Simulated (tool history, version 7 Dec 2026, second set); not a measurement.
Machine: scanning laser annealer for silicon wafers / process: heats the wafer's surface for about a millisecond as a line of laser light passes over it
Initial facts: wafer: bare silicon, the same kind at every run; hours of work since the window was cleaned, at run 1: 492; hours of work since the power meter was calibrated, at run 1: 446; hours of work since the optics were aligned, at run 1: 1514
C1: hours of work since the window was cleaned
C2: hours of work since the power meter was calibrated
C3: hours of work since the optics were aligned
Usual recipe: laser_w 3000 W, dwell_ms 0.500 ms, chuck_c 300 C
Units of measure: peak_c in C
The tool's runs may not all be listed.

Run 1, hour 0.0: usual settings; C1 492; C2 446; C3 1514. Result: peak_c 1091 C.
Run 2, hour 23.7: usual settings; C1 507; C2 461; C3 1529. Result: peak_c 1085 C.
Run 3, hour 37.9: usual settings; C1 516; C2 470; C3 1538. Result: peak_c 1087 C.
Run 4, hour 51.3: usual settings but laser_w 3254 W; C1 525; C2 479; C3 1546. Result: peak_c 1163 C.
Run 5, hour 64.0: usual settings; C1 533; C2 487; C3 1555. Result: peak_c 1083 C.
Run 6, hour 78.1: usual settings; C1 542; C2 496; C3 1564. Result: peak_c 1081 C.
Run 7, hour 89.1: usual settings but laser_w 2668 W; C1 549; C2 503; C3 1571. Result: peak_c 982 C.
Run 8, hour 103.0: usual settings but laser_w 2668 W; C1 558; C2 512; C3 1580. Result: peak_c 979 C.
Run 9, hour 128.6: usual settings but chuck_c 281 C; C1 574; C2 528; C3 1596. Result: peak_c 1063 C.
Run 10, hour 142.0: usual settings; C1 583; C2 537; C3 1605. Result: peak_c 1078 C.
Run 11, hour 155.3: usual settings; C1 592; C2 545; C3 1613. Result: peak_c 1080 C.
Run 12, hour 175.5: usual settings; C1 605; C2 558; C3 1626. Result: peak_c 1076 C.
Run 13, hour 198.2: usual settings; C1 619; C2 573; C3 1641. Result: peak_c 1075 C.
Run 14, hour 211.3: usual settings but dwell_ms 0.602 ms; C1 628; C2 581; C3 1649. Result: peak_c 1147 C.
Run 15, hour 223.9: usual settings; C1 636; C2 589; C3 1657. Result: peak_c 1077 C.
Run 16, hour 250.7: usual settings; C1 653; C2 607; C3 1674. Result: peak_c 1072 C.
Run 17, hour 263.5: usual settings; C1 661; C2 615; C3 1683. Result: peak_c 1073 C.
Run 18, hour 286.0: usual settings; C1 675; C2 629; C3 1697. Result: peak_c 1073 C.
Run 19, hour 298.0: usual settings; C1 683; C2 637; C3 1705. Result: peak_c 1071 C.
Run 20, hour 315.3: usual settings; C1 694; C2 648; C3 1716. Result: peak_c 1066 C.
Run 21, hour 340.3: usual settings but laser_w 3012 W; C1 710; C2 664; C3 1732. Result: peak_c 1069 C.
At hour 354.0: window over the wafer cleaned.
Run 22, hour 354.0: usual settings but dwell_ms 0.601 ms, chuck_c 335 C; C1 0; C2 672; C3 1739. Result: peak_c 1228 C.
At hour 372.3: optics aligned, line set to its width.
Run 23, hour 383.0: usual settings but laser_w 2918 W, dwell_ms 0.426 ms, chuck_c 265 C; C1 15; C2 687; C3 7. Result: peak_c 1010 C.
Run 24, hour 405.1: usual settings but laser_w 2918 W, dwell_ms 0.544 ms, chuck_c 273 C; C1 30; C2 701; C3 21. Result: peak_c 1108 C.
Run 25, hour 422.8: usual settings but laser_w 2918 W, dwell_ms 0.544 ms, chuck_c 273 C; C1 41; C2 713; C3 32. Result: peak_c 1107 C.
Run 26, hour 435.4: usual settings but laser_w 2918 W, dwell_ms 0.544 ms, chuck_c 273 C; C1 49; C2 721; C3 40. Result: peak_c 1101 C.
Run 27, hour 461.6: usual settings but laser_w 2918 W, dwell_ms 0.544 ms, chuck_c 273 C; C1 66; C2 737; C3 57. Result: peak_c 1103 C.
Run 28, hour 484.6: usual settings but laser_w 2918 W, dwell_ms 0.544 ms, chuck_c 273 C; C1 81; C2 752; C3 72. Result: peak_c 1098 C.
Run 29, hour 506.1: usual settings but laser_w 2918 W, dwell_ms 0.544 ms, chuck_c 273 C; C1 94; C2 766; C3 86. Result: peak_c 1099 C.
Run 30, hour 532.6: usual settings but laser_w 2918 W, dwell_ms 0.544 ms, chuck_c 273 C; C1 111; C2 783; C3 103. Result: peak_c 1096 C.
Run 31, hour 545.2: usual settings but laser_w 2975 W, chuck_c 295 C; C1 119; C2 791; C3 111. Result: peak_c 1108 C.
Run 32, hour 567.8: usual settings but laser_w 2742 W, dwell_ms 0.410 ms, chuck_c 313 C; C1 134; C2 806; C3 125. Result: peak_c 984 C.
Run 33, hour 585.9: usual settings but laser_w 2901 W, dwell_ms 0.468 ms, chuck_c 314 C; C1 146; C2 817; C3 137. Result: peak_c 1074 C.
Run 34, hour 605.3: usual settings but laser_w 3047 W, dwell_ms 0.588 ms, chuck_c 314 C; C1 158; C2 830; C3 150. Result: peak_c 1208 C.
Run 35, hour 620.5: usual settings but laser_w 2610 W, dwell_ms 0.588 ms, chuck_c 288 C; C1 168; C2 839; C3 159. Result: peak_c 1030 C.
Run 36, hour 637.4: usual settings but laser_w 2610 W, dwell_ms 0.588 ms, chuck_c 288 C; C1 179; C2 850; C3 170. Result: peak_c 1029 C.
Run 37, hour 663.6: usual settings but laser_w 2617 W, dwell_ms 0.372 ms, chuck_c 337 C; C1 195; C2 867; C3 187. Result: peak_c 943 C.
Run 38, hour 683.7: usual settings but dwell_ms 0.568 ms; C1 208; C2 880; C3 200. Result: peak_c 1162 C.
Run 39, hour 695.9: usual settings but laser_w 3285 W, dwell_ms 0.448 ms, chuck_c 276 C; C1 216; C2 888; C3 208. Result: peak_c 1137 C.
Run 40, hour 716.7: usual settings but laser_w 3108 W, dwell_ms 0.462 ms, chuck_c 276 C; C1 230; C2 901; C3 221. Result: peak_c 1089 C.

What differs in the tool's unlogged condition from the final listed run ahead of each entry between runs to the first listed run following it?
Between runs 21 and 22: window over the wafer cleaned (hour 354.0)
  light that passes the window, % of a clean one's: 94.35 -> 99.97; laser's true power over the reading, %: -0.43 -> -0.44
  measured minus no-state result, peak_c: -65 -> -13 C
Between runs 22 and 23: optics aligned, line set to its width (hour 372.3)
  light that passes the window, % of a clean one's: 99.97 -> 99.85; width of the line over the set one, %: 1.14 -> 0.13
  measured minus no-state result, peak_c: -13 -> -6 C
